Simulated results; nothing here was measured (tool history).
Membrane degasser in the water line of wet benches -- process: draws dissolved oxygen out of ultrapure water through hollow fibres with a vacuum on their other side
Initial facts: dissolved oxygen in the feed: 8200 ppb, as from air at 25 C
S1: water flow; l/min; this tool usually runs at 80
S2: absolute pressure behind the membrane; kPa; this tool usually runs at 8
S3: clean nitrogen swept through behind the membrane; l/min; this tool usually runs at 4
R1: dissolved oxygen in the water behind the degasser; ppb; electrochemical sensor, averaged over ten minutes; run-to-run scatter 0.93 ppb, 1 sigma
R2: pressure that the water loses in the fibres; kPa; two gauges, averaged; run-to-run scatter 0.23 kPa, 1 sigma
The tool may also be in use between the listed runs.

Run 1, day 0: usual settings. Result: R1 219 ppb, R2 60.77 kPa.
Run 2, day 2.021: usual settings. Result: R1 219.2 ppb, R2 59.97 kPa.
Run 3, day 3.658: usual settings. Result: R1 218.3 ppb, R2 59.97 kPa.
Run 4, day 4.871: usual settings but S2 5.4 kPa. Result: R1 106.5 ppb, R2 59.96 kPa.
Run 5, day 5.758: usual settings but S2 5.4 kPa. Result: R1 107 ppb, R2 60.08 kPa.
Run 6, day 7.162: usual settings but S2 5.4 kPa. Result: R1 108.1 ppb, R2 60.05 kPa.
Run 7, day 8.867: usual settings but S3 10.09 l/min. Result: R1 98.3 ppb, R2 60.17 kPa.
Run 8, day 10.017: usual settings but S3 10.09 l/min. Result: R1 97.7 ppb, R2 60.31 kPa.
Run 9, day 10.9: usual settings but S3 10.09 l/min. Result: R1 98 ppb, R2 60.14 kPa.
Run 10, day 12.825: usual settings but S3 10.09 l/min. Result: R1 97.6 ppb, R2 59.62 kPa.
Run 11, day 13.962: usual settings but S3 10.09 l/min. Result: R1 98.7 ppb, R2 60.45 kPa.
Run 12, day 15.092: usual settings but S3 10.09 l/min. Result: R1 97.6 ppb, R2 60.04 kPa.
Run 13, day 16.071: usual settings but S3 10.09 l/min. Result: R1 97.7 ppb, R2 60.09 kPa.
Run 14, day 17.042: usual settings. Result: R1 218.9 ppb, R2 60.41 kPa.
Run 15, day 19.004: usual settings. Result: R1 220.2 ppb, R2 60.49 kPa.
Run 16, day 20.429: usual settings. Result: R1 218.7 ppb, R2 60.32 kPa.
Run 17, day 22.15: usual settings. Result: R1 220.4 ppb, R2 60.76 kPa.
Run 18, day 23.05: usual settings but S2 8.36 kPa, S3 1.78 l/min. Result: R1 449.9 ppb, R2 60.65 kPa.
Run 19, day 24.079: usual settings but S1 51 l/min, S2 11.66 kPa, S3 4.26 l/min. Result: R1 235.1 ppb, R2 38.51 kPa.
Run 20, day 24.9: usual settings but S1 52 l/min, S2 11.02 kPa. Result: R1 233.9 ppb, R2 39.4 kPa.
Run 21, day 26.9: usual settings but S1 124 l/min, S2 11.76 kPa, S3 1.82 l/min. Result: R1 976.2 ppb, R2 93.74 kPa.
Run 22, day 28.388: usual settings but S1 124 l/min, S2 11.76 kPa, S3 1.82 l/min. Result: R1 969.8 ppb, R2 93.84 kPa.
Run 23, day 29.342: usual settings but S1 124 l/min, S2 6.03 kPa, S3 2.94 l/min. Result: R1 271.6 ppb, R2 94.18 kPa.
Run 24, day 30.596: usual settings but S1 64 l/min, S2 10.37 kPa. Result: R1 260.2 ppb, R2 48.46 kPa.
Run 25, day 32.2: usual settings but S1 56 l/min, S2 10.07 kPa, S3 4.43 l/min. Result: R1 202 ppb, R2 42.32 kPa.
Run 26, day 34.208: usual settings but S1 56 l/min, S2 9.93 kPa, S3 3.62 l/min. Result: R1 238 ppb, R2 42.71 kPa.
Run 27, day 36.088: usual settings but S1 50 l/min, S2 8.72 kPa, S3 9.96 l/min. Result: R1 69.2 ppb, R2 37.85 kPa.
Run 28, day 37.112: usual settings but S1 54 l/min, S2 8.72 kPa, S3 2.03 l/min. Result: R1 315.5 ppb, R2 40.82 kPa.
Run 29, day 38.067: usual settings but S1 54 l/min, S2 8.72 kPa, S3 2.03 l/min. Result: R1 313.4 ppb, R2 40.88 kPa.
Run 30, day 40.071: usual settings but S1 54 l/min, S2 8.72 kPa, S3 2.03 l/min. Result: R1 314.8 ppb, R2 40.96 kPa.
Run 31, day 41.1: usual settings but S1 60 l/min. Result: R1 169.4 ppb, R2 45.8 kPa.

3 ways to go on from here, each from the tool as it stands after run 31. What would each give?
Run A, day 42.646: usual settings but S1 123 l/min. Result: R1 ?, R2 ?.
Run B, day 42.646: usual settings but S1 74 l/min, S3 4.15 l/min. Result: R1 ?, R2 ?.
Run C, day 42.646: usual settings but S1 57 l/min, S2 14.03 kPa, S3 1.84 l/min. Result: R1 ?, R2 ?.

run     R1     R2
  A  338.7  93.71
  B  197.7  55.94
  C  662.2  42.87
Take away the tool's hidden state, keep each run's random variation, and the runs would have read:
run     R1     R2
  A  328.4  92.83
  B  191.7  55.41
  C  653.7  42.46
